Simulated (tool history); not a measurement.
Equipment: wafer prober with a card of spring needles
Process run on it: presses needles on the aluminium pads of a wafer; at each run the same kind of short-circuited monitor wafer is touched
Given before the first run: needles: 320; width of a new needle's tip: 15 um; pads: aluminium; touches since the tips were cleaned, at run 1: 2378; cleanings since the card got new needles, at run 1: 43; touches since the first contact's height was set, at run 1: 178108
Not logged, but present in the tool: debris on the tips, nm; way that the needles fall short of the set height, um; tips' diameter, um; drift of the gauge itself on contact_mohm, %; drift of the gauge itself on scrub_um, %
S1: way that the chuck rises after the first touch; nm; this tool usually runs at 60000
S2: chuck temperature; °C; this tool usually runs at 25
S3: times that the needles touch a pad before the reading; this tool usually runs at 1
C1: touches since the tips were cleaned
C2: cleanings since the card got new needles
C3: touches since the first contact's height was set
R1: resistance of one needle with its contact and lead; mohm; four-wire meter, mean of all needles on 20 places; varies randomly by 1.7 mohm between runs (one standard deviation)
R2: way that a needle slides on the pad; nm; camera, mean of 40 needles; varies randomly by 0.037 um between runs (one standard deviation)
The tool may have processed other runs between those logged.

run 1 hour=0.0 | S1=60000 S2=25 S3=1 | C1=2378 C2=43 C3=178108 | R1=175 R2=8540
-- hour=3.8 tips cleaned on abrasive film
-- hour=12.6 tips cleaned on abrasive film
-- hour=21.4 tips cleaned on abrasive film
run 2 hour=26.9 | S1=76000 S2=25 S3=1 | C1=2484 C2=46 C3=190036 | R1=178 R2=10890
-- hour=29.0 tips cleaned on abrasive film
-- hour=38.0 tips cleaned on abrasive film
-- hour=46.4 tips cleaned on abrasive film
-- hour=55.7 tips cleaned on abrasive film
run 3 hour=59.5 | S1=76000 S2=25 S3=1 | C1=1690 C2=50 C3=204408 | R1=176 R2=10850
-- hour=63.2 tips cleaned on abrasive film
-- hour=72.6 tips cleaned on abrasive film
run 4 hour=75.5 | S1=76000 S2=25 S3=1 | C1=1316 C2=52 C3=211498 | R1=174 R2=10840
-- hour=80.7 tips cleaned on abrasive film
-- hour=89.7 tips cleaned on abrasive film
run 5 hour=92.5 | S1=76000 S2=25 S3=1 | C1=1243 C2=54 C3=219021 | R1=171 R2=10860
-- hour=98.0 tips cleaned on abrasive film
-- hour=106.6 tips cleaned on abrasive film
run 6 hour=107.0 | S1=76000 S2=32 S3=1 | C1=177 C2=56 C3=225440 | R1=178 R2=10820
-- hour=114.5 tips cleaned on abrasive film
-- hour=123.4 tips cleaned on abrasive film
-- hour=132.7 tips cleaned on abrasive film
run 7 hour=137.9 | S1=60000 S2=25 S3=2 | C1=2332 C2=59 C3=239121 | R1=177 R2=8480
-- hour=141.7 tips cleaned on abrasive film
-- hour=150.3 tips cleaned on abrasive film
run 8 hour=153.5 | S1=60000 S2=25 S3=2 | C1=1436 C2=61 C3=246037 | R1=175 R2=8580
-- hour=157.0 height of the first contact set anew
-- hour=158.9 tips cleaned on abrasive film
-- hour=167.0 tips cleaned on abrasive film
-- hour=175.6 tips cleaned on abrasive film
run 9 hour=179.1 | S1=60000 S2=25 S3=2 | C1=1592 C2=64 C3=9776 | R1=174 R2=8540
-- hour=184.4 tips cleaned on abrasive film
-- hour=193.5 tips cleaned on abrasive film
-- hour=202.7 tips cleaned on abrasive film
run 10 hour=210.0 | S1=60000 S2=25 S3=2 | C1=3291 C2=67 C3=23463 | R1=177 R2=8640
-- hour=212.0 tips cleaned on abrasive film
-- hour=221.0 tips cleaned on abrasive film
-- hour=228.7 tips cleaned on abrasive film
run 11 hour=228.7 | S1=60000 S2=25 S3=1 | C1=0 C2=70 C3=31685 | R1=176 R2=8550
-- hour=236.9 tips cleaned on abrasive film
-- hour=244.4 tips cleaned on abrasive film
-- hour=253.2 tips cleaned on abrasive film
run 12 hour=256.2 | S1=60000 S2=25 S3=1 | C1=1350 C2=73 C3=43882 | R1=175 R2=8550
-- hour=261.9 tips cleaned on abrasive film
-- hour=270.6 tips cleaned on abrasive film
run 13 hour=273.1 | S1=60000 S2=25 S3=1 | C1=1130 C2=75 C3=51336 | R1=176 R2=8460
-- hour=278.1 tips cleaned on abrasive film
-- hour=287.0 tips cleaned on abrasive film
-- hour=295.9 tips cleaned on abrasive film
-- hour=303.4 tips cleaned on abrasive film
run 14 hour=303.4 | S1=60000 S2=25 S3=1 | C1=0 C2=79 C3=64726 | R1=175 R2=8490
-- hour=312.0 tips cleaned on abrasive film
-- hour=321.1 tips cleaned on abrasive film
-- hour=329.6 tips cleaned on abrasive film
run 15 hour=335.9 | S1=54000 S2=25 S3=1 | C1=2799 C2=82 C3=79138 | R1=176 R2=7710
-- hour=337.8 tips cleaned on abrasive film
-- hour=347.2 tips cleaned on abrasive film
run 16 hour=349.6 | S1=61000 S2=49 S3=1 | C1=1098 C2=84 C3=85189 | R1=180 R2=8790
-- hour=356.3 tips cleaned on abrasive film
-- hour=365.3 tips cleaned on abrasive film
run 17 hour=367.8 | S1=42000 S2=57 S3=1 | C1=1101 C2=86 C3=93222 | R1=188 R2=6060
-- hour=373.4 tips cleaned on abrasive film
-- hour=381.0 tips cleaned on abrasive film
run 18 hour=381.0 | S1=42000 S2=57 S3=1 | C1=0 C2=88 C3=99044 | R1=189 R2=5930
-- hour=390.2 tips cleaned on abrasive film
-- hour=398.7 tips cleaned on abrasive film
-- hour=406.9 tips cleaned on abrasive film
run 19 hour=406.9 | S1=60000 S2=25 S3=2 | C1=0 C2=91 C3=110542 | R1=177 R2=8520
-- hour=415.9 tips cleaned on abrasive film
-- hour=424.8 tips cleaned on abrasive film
run 20 hour=430.5 | S1=68000 S2=120 S3=2 | C1=2578 C2=93 C3=121003 | R1=192 R2=9720
-- hour=432.5 tips cleaned on abrasive film
-- hour=441.3 tips cleaned on abrasive film
-- hour=450.2 tips cleaned on abrasive film
run 21 hour=451.1 | S1=69000 S2=39 S3=2 | C1=401 C2=96 C3=130073 | R1=180 R2=9900
-- hour=458.3 tips cleaned on abrasive film
-- hour=467.3 tips cleaned on abrasive film
run 22 hour=472.9 | S1=69000 S2=39 S3=2 | C1=2494 C2=98 C3=139748 | R1=176 R2=9870
-- hour=474.8 tips cleaned on abrasive film
-- hour=483.6 tips cleaned on abrasive film
-- hour=492.3 tips cleaned on abrasive film
-- hour=500.6 tips cleaned on abrasive film
run 23 hour=500.6 | S1=47000 S2=25 S3=2 | C1=0 C2=102 C3=151961 | R1=182 R2=6670
-- hour=509.6 tips cleaned on abrasive film
-- hour=518.4 tips cleaned on abrasive film
-- hour=526.7 tips cleaned on abrasive film
run 24 hour=527.4 | S1=47000 S2=25 S3=2 | C1=300 C2=105 C3=163833 | R1=180 R2=6750
-- hour=534.5 tips cleaned on abrasive film
-- hour=542.0 tips cleaned on abrasive film
run 25 hour=544.6 | S1=60000 S2=65 S3=2 | C1=1185 C2=107 C3=171448 | R1=184 R2=8610
-- hour=550.9 tips cleaned on abrasive film
-- hour=559.7 tips cleaned on abrasive film
-- hour=568.5 tips cleaned on abrasive film
run 26 hour=569.7 | S1=50000 S2=88 S3=1 | C1=531 C2=110 C3=182558 | R1=190 R2=7130
-- hour=576.6 tips cleaned on abrasive film
-- hour=586.0 tips cleaned on abrasive film
run 27 hour=588.8 | S1=75000 S2=25 S3=3 | C1=1297 C2=112 C3=191030 | R1=175 R2=10670
-- hour=594.0 tips cleaned on abrasive film
-- hour=603.1 tips cleaned on abrasive film
run 28 hour=603.8 | S1=74000 S2=76 S3=1 | C1=331 C2=114 C3=197639 | R1=183 R2=10620

Branching from run 28: 5 alternative next runs. What would each branch give?
-- hour=611.3 tips cleaned on abrasive film
run A hour=617.6 | S1=65000 S2=25 S3=2 | C1=2837 C2=115 C3=203775 | R1=? R2=?
-- hour=611.3 tips cleaned on abrasive film
run B hour=617.6 | S1=63000 S2=32 S3=2 | C1=2837 C2=115 C3=203775 | R1=? R2=?
-- hour=611.3 tips cleaned on abrasive film
run C hour=617.6 | S1=60000 S2=114 S3=3 | C1=2837 C2=115 C3=203775 | R1=? R2=?
-- hour=611.3 tips cleaned on abrasive film
run D hour=617.6 | S1=60000 S2=25 S3=1 | C1=2837 C2=115 C3=203775 | R1=? R2=?
-- hour=611.3 tips cleaned on abrasive film
run E hour=617.6 | S1=66000 S2=45 S3=2 | C1=2837 C2=115 C3=203775 | R1=? R2=?

run=A R1=176 R2=9300
run=B R1=179 R2=9040
run=C R1=194 R2=8660
run=D R1=176 R2=8610
run=E R1=182 R2=9400
With the hidden condition removed and each run's random variation left untouched, the same runs would have given:
run=A R1=176 R2=9300
run=B R1=179 R2=9040
run=C R1=194 R2=8660
run=D R1=176 R2=8610
run=E R1=182 R2=9400
